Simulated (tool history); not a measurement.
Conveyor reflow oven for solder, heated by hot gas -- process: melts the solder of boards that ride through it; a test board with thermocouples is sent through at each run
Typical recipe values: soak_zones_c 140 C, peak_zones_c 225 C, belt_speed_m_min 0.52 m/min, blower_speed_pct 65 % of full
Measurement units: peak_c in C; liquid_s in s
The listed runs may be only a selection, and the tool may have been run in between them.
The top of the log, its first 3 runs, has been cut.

run,hour,soak_zones_c,peak_zones_c,belt_speed_m_min,blower_speed_pct,peak_c,liquid_s
4,68.9,140,225,0.52,51,202.6,38.8
# hour 89.7: thermocouples of zones 6 and 7 changed
5,101.2,140,225,0.52,51,200.8,36
6,128.3,140,225,0.52,51,200.8,35.9
7,155.7,140,219,0.52,51,196,28.7
8,180.5,140,224,0.52,51,199.4,33.5
9,209.9,140,224,0.52,51,199.4,34
10,228.5,147,225,0.52,65,207.5,47
# hour 239.5: flux residue cleaned out of gas plates and filters
11,261.5,140,225,0.52,65,207.1,44.9
# hour 268: belt drive overhauled, speed set with a stopwatch
12,282.6,140,225,0.52,65,207.5,45.1
13,304.1,140,225,0.52,65,207.1,45.7
# hour 328.3: belt drive overhauled, speed set with a stopwatch, once more
14,344.7,140,220,0.52,65,201.9,38.3
15,369.5,140,220,0.52,65,202.1,38
16,388.9,140,220,0.52,65,202.3,37.8
17,412.6,128,231,0.437,56,210.8,52.2
18,427.8,128,231,0.437,56,210.8,51.4
19,450,143,225,0.537,65,205.4,40.9
20,479.2,143,225,0.532,65,205.3,42.3
21,500.7,132,232,0.52,78,213.8,47.7
# hour 514.3: flux residue cleaned out of gas plates and filters
22,528,140,219,0.563,65,199.4,32.4
23,549.7,140,219,0.563,65,199.5,31.6

Run 24, settings as shown, results not yet in. Your forecast:
24,579.9,145,216,0.609,58,?,?

Run 24 came out at peak_c 193.2 C, liquid_s 20.8 s.
Were there no unlogged condition in the tool, this run, its random variation unchanged, would have produced peak_c 193.9 C, liquid_s 21.9 s.

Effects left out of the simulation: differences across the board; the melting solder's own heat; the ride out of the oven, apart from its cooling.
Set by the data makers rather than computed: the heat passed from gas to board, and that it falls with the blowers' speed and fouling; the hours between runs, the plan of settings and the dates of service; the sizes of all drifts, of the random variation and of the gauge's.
